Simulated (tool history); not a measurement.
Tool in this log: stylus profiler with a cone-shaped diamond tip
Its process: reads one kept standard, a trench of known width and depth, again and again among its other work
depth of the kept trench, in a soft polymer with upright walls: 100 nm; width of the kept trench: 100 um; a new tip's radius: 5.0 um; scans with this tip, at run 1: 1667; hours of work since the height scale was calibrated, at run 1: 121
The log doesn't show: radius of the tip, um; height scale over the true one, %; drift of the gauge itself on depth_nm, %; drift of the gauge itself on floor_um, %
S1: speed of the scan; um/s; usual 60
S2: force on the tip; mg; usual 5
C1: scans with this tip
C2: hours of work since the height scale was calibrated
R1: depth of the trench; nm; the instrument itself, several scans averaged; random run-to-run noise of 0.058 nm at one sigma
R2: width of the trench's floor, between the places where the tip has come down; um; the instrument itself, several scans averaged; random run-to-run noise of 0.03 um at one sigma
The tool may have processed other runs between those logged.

run	hour	S1	S2	C1	C2	R1	R2
1	0	60	5	1667	121	100.86	97.78
2	123.9	60	5	2655	193	100.98	97.76
3	266	60	5	3788	276	101.05	97.67
4	385.5	60	4.19	4740	345	100.85	97.63
5	495.4	60	5.62	5616	409	101.18	97.56
6	560	60	5.62	6131	446	101.18	97.63
7	624.1	60	5.62	6642	483	101.02	97.56
8	707.6	60	5.62	7307	532	101.04	97.51
9	848	60	4.01	8426	613	101.02	97.49
10	938	60	5	9144	665	101.09	97.42
11	1074.5	88	5	10232	744	101	97.35
12	1157.5	60	8.73	10894	792	101.61	97.4
13	1228.5	29	8.73	11460	834	101.61	97.4
14	1367.4	60	3.76	12567	914	101	97.25
15	1495.3	85	5	13587	988	101.25	97.18
16	1635.3	85	5	14702	1070	101.22	97.1
17	1710.1	33	4.74	15299	1113	101.27	97.28
18	1793.2	95	7.23	15961	1161	101.53	97.13
19	1917.3	95	7.23	16950	1233	101.6	97.05
20	1992.5	215	4.07	17550	1277	101.12	96.77
21	2085.1	215	4.07	18288	1330	101.38	96.75
22	2203	25	5	19228	1399	101.31	97.08
23	2323	133	5	20185	1468	101.31	96.89
24	2398.8	133	5	20789	1512	101.37	96.8
25	2505.7	133	3.12	21641	1574	101.2	96.71
26	2615.5	133	3.12	22516	1638	101.09	96.67
27	2687.5	174	3.64	23090	1680	101.28	96.57
28	2746.6	32	2.75	23561	1714	101.09	96.89
29	2832.5	16	5.54	24246	1764	101.5	96.86

Predict each of these 4 candidate next runs independently; none follows another, all start after run 29:
A	2905.2	30	8.81	24826	1806	?	?
B	2905.2	67	5.54	24826	1806	?	?
C	2905.2	60	7.67	24826	1806	?	?
D	2905.2	35	11.56	24826	1806	?	?

run	R1	R2
A	102.03	96.91
B	101.55	96.82
C	101.89	96.82
D	102.11	96.83
Had the tool no hidden state, the same runs would have come out as:
run	R1	R2
A	101.47	97.99
B	100.98	97.9
C	101.33	97.9
D	101.54	97.91
